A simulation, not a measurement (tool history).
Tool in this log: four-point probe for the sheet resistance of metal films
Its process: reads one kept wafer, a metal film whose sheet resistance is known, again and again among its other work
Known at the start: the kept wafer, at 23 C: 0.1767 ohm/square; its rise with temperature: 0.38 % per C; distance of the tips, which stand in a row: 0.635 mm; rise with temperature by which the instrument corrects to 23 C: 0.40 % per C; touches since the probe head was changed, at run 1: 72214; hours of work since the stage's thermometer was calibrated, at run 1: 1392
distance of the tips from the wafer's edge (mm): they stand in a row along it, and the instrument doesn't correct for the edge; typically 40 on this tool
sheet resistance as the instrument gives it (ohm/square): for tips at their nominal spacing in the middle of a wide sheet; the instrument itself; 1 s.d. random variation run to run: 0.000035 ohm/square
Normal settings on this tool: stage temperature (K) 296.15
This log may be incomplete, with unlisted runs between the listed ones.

run,hour,stage temperature (K),distance of the tips from the wafer's edge (mm),touches since the probe head was changed,hours of work since the stage's thermometer was calibrated,sheet resistance as the instrument gives it (ohm/square)
1,0.0,296.15,40,72214,1392,0.176104
2,77.4,296.15,40,74213,1426,0.176130
3,163.2,296.15,40,76428,1464,0.176130
4,274.2,308.15,40,79296,1513,0.175849
5,396.7,296.15,40,82458,1568,0.176121
6,489.9,296.15,40,84866,1609,0.176156
7,612.3,296.15,40,88025,1663,0.176085
8,690.6,296.15,40,90048,1698,0.176079
9,815.8,296.15,40,93282,1753,0.176084
10,939.6,296.15,12,96477,1808,0.176319
11,1048.9,296.15,40,99302,1857,0.176121
# hour 1057.4: stage's thermometer calibrated
12,1167.9,296.15,40,102360,49,0.176209
13,1223.9,306.15,29,103807,74,0.175822
14,1288.9,308.15,61,105485,103,0.175818
15,1417.9,308.15,6,108817,160,0.176812
16,1469.9,308.15,6,110159,183,0.176844
17,1554.9,308.15,18,112354,220,0.175928
# hour 1593.3: stage's thermometer calibrated, once more
18,1650.5,296.15,18,114812,25,0.175659
19,1722.3,296.15,18,116665,57,0.175653
20,1829.4,303.15,10,119431,105,0.175708
21,1946.8,296.15,49,122464,157,0.175516
22,2003.1,296.15,49,123916,182,0.175561
23,2110.4,296.15,49,126686,229,0.175534

Results for each run, recomputed without the tool's hidden state and with each run's random variation untouched:
Hidden state present: inner tips' distance over the nominal, %; tips' flats over new ones', %; wafer's true temperature over the reading, C; drift of the gauge itself on sheet_ohm, %.
run,sheet resistance as the instrument gives it (ohm/square)
1,0.176651
2,0.176685
3,0.176693
4,0.176436
5,0.176707
6,0.176751
7,0.176691
8,0.176692
9,0.176708
10,0.176957
11,0.176770
12,0.176747
13,0.176384
14,0.176389
15,0.177400
16,0.177436
17,0.176526
18,0.176803
19,0.176804
20,0.176872
21,0.176689
22,0.176740
23,0.176723
